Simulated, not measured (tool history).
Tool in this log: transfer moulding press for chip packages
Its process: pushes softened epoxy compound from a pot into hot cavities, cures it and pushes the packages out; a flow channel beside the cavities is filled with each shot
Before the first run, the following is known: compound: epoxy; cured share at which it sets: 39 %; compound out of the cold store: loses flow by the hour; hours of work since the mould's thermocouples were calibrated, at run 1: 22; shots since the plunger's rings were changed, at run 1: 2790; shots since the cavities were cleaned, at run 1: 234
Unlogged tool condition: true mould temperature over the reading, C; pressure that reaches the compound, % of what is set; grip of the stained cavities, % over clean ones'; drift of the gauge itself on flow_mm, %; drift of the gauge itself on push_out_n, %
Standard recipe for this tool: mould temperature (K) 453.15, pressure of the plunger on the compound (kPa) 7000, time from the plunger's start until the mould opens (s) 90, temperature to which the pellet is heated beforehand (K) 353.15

run  hour  mould temperature (K)  pressure of the plunger on the compound (kPa)  time from the plunger's start until the mould opens (s)  temperature to which the pellet is heated beforehand (K)  hours of work since the mould's thermocouples were calibrated  shots since the plunger's rings were changed  shots since the cavities were cleaned  incoming compound's hours out of the cold store  length that the compound runs in the flow channel (mm)  greatest force on the pins that push the packages out (N)
  1     0                 453.15                                           7000                                                       90                                                    353.15                                                             22                                          2790                                    234                                             18.2                                                     527                                                        275
     17.9  -- cavities cleaned with cleaning compound and waxed
  2  18.2                 453.15                                           7000                                                       90                                                    353.15                                                             32                                          2986                                      3                                             29.2                                                     510                                                        263
  3  33.2                 453.15                                           7000                                                       90                                                    353.15                                                             41                                          3162                                    179                                             46.8                                                     477                                                        253
  4    43                 453.15                                           7000                                                       90                                                    353.15                                                             47                                          3277                                    294                                               44                                                     479                                                        252
  5  51.2                 453.15                                           7000                                                       77                                                    353.15                                                             53                                          3375                                    392                                             38.5                                                     491                                                        392
     56.6  -- plunger's sealing rings changed
     58.1  -- cavities cleaned with cleaning compound and waxed
  6  62.6                 453.15                                           7000                                                       77                                                    353.15                                                             57                                            53                                     53                                             31.9                                                     502                                                        371
  7  72.4                 453.15                                           7000                                                       77                                                    353.15                                                             63                                           169                                    169                                             40.8                                                     490                                                        372
  8  83.4                 453.15                                           7000                                                       77                                                    353.15                                                             70                                           298                                    298                                             43.1                                                     481                                                        370
  9  93.5                 453.15                                           7620                                                       81                                                    349.15                                                             76                                           417                                    417                                             30.2                                                     535                                                        342

Run 10 comes next. What will it give?
     96.4  -- cavities cleaned with cleaning compound and waxed
 10   112                 453.15                                           7620                                                       81                                                    349.15                                                             87                                           617                                    184                                             22.2                                                       ?                                                          ?

Logged for run 10: length that the compound runs in the flow channel (mm) 538, greatest force on the pins that push the packages out (N) 348.
The same run, on a tool lacking any hidden state, would have yielded length that the compound runs in the flow channel (mm) 538, greatest force on the pins that push the packages out (N) 345.

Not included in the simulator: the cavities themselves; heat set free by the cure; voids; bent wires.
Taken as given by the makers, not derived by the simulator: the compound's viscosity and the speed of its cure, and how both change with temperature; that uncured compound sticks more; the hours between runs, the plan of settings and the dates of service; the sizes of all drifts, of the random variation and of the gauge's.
